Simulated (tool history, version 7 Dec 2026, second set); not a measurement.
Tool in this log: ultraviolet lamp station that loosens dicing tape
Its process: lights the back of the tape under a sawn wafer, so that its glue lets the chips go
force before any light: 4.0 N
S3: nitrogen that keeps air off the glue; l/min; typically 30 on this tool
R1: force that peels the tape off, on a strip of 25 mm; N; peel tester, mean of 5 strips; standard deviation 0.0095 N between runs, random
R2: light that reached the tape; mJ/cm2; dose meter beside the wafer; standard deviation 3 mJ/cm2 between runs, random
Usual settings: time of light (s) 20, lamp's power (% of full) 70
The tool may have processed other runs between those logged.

{"run": 1, "hour": 0.0, "time of light (s)": 20, "lamp's power (% of full)": 70, "S3": 30, "R1": 0.411, "R2": 448}
{"run": 2, "hour": 54.9, "time of light (s)": 20, "lamp's power (% of full)": 70, "S3": 20, "R1": 0.547, "R2": 453}
{"run": 3, "hour": 88.5, "time of light (s)": 20, "lamp's power (% of full)": 70, "S3": 20, "R1": 0.566, "R2": 456}
{"run": 4, "hour": 151.8, "time of light (s)": 20, "lamp's power (% of full)": 70, "S3": 30, "R1": 0.402, "R2": 446}
{"run": 5, "hour": 195.5, "time of light (s)": 20, "lamp's power (% of full)": 70, "S3": 30, "R1": 0.402, "R2": 451}
{"run": 6, "hour": 257.4, "time of light (s)": 36, "lamp's power (% of full)": 70, "S3": 30, "R1": 0.105, "R2": 808}
{"hour": 305.5, "done": "window cleaned of glue's vapour"}
{"run": 7, "hour": 311.3, "time of light (s)": 36, "lamp's power (% of full)": 70, "S3": 23, "R1": 0.13, "R2": 808}
{"run": 8, "hour": 353.7, "time of light (s)": 20, "lamp's power (% of full)": 70, "S3": 30, "R1": 0.402, "R2": 455}
{"run": 9, "hour": 396.6, "time of light (s)": 20, "lamp's power (% of full)": 70, "S3": 30, "R1": 0.405, "R2": 455}
{"run": 10, "hour": 442.6, "time of light (s)": 20, "lamp's power (% of full)": 70, "S3": 30, "R1": 0.399, "R2": 446}
{"run": 11, "hour": 472.6, "time of light (s)": 20, "lamp's power (% of full)": 70, "S3": 30, "R1": 0.409, "R2": 450}
{"run": 12, "hour": 531.2, "time of light (s)": 20, "lamp's power (% of full)": 70, "S3": 30, "R1": 0.4, "R2": 451}
{"run": 13, "hour": 594.3, "time of light (s)": 20, "lamp's power (% of full)": 70, "S3": 30, "R1": 0.395, "R2": 450}
{"run": 14, "hour": 646.9, "time of light (s)": 16, "lamp's power (% of full)": 70, "S3": 30, "R1": 0.628, "R2": 359}
{"hour": 672.7, "done": "window cleaned of glue's vapour"}
{"run": 15, "hour": 683.6, "time of light (s)": 14, "lamp's power (% of full)": 63, "S3": 17, "R1": 1.222, "R2": 281}
{"run": 16, "hour": 720.8, "time of light (s)": 14, "lamp's power (% of full)": 63, "S3": 17, "R1": 1.196, "R2": 287}
{"run": 17, "hour": 746.2, "time of light (s)": 14, "lamp's power (% of full)": 65, "S3": 30, "R1": 0.861, "R2": 289}
{"hour": 784.9, "done": "lamp changed"}
{"run": 18, "hour": 787.5, "time of light (s)": 20, "lamp's power (% of full)": 67, "S3": 30, "R1": 0.426, "R2": 432}
{"run": 19, "hour": 826.2, "time of light (s)": 35, "lamp's power (% of full)": 81, "S3": 55, "R1": 0.064, "R2": 912}
{"run": 20, "hour": 866.1, "time of light (s)": 35, "lamp's power (% of full)": 75, "S3": 14, "R1": 0.185, "R2": 842}
{"run": 21, "hour": 929.5, "time of light (s)": 35, "lamp's power (% of full)": 99, "S3": 41, "R1": 0.062, "R2": 1118}
{"run": 22, "hour": 966.0, "time of light (s)": 15, "lamp's power (% of full)": 64, "S3": 14, "R1": 1.166, "R2": 309}
{"run": 23, "hour": 1027.2, "time of light (s)": 33, "lamp's power (% of full)": 64, "S3": 11, "R1": 0.368, "R2": 685}
{"hour": 1042.4, "done": "window cleaned of glue's vapour"}
{"run": 24, "hour": 1080.3, "time of light (s)": 33, "lamp's power (% of full)": 64, "S3": 11, "R1": 0.375, "R2": 679}
{"run": 25, "hour": 1109.2, "time of light (s)": 31, "lamp's power (% of full)": 64, "S3": 14, "R1": 0.346, "R2": 646}
{"run": 26, "hour": 1147.3, "time of light (s)": 16, "lamp's power (% of full)": 70, "S3": 27, "R1": 0.68, "R2": 365}
{"run": 27, "hour": 1207.1, "time of light (s)": 17, "lamp's power (% of full)": 70, "S3": 24, "R1": 0.614, "R2": 387}

Selected run-to-run steps in R2, each split into two signed amounts: the part the tool would show with no hidden state at all (from settings, incoming material and random variation), and the remainder, which goes to the hidden state together with any gauge scatter not common to the measured and the hidden-state-free results:
Hidden state at play: lamp's light, % of a new lamp's; light that the window lets through, % of a clean one's; drift of the gauge itself on peel_n, %; drift of the gauge itself on dose_mj_cm2, %.
Run 1 -> 2: S3 30 -> 20. R2 +5 mJ/cm2: hidden state +1, all else +4.
Run 7 -> 8: time of light (s) 36 -> 20, S3 23 -> 30. R2 -353 mJ/cm2: hidden state +2, all else -355.
Run 18 -> 19: time of light (s) 20 -> 35, lamp's power (% of full) 67 -> 81, S3 30 -> 55. R2 +480 mJ/cm2: hidden state +0, all else +480.
Run 21 -> 22: time of light (s) 35 -> 15, lamp's power (% of full) 99 -> 64, S3 41 -> 14. R2 -809 mJ/cm2: hidden state +1, all else -810.

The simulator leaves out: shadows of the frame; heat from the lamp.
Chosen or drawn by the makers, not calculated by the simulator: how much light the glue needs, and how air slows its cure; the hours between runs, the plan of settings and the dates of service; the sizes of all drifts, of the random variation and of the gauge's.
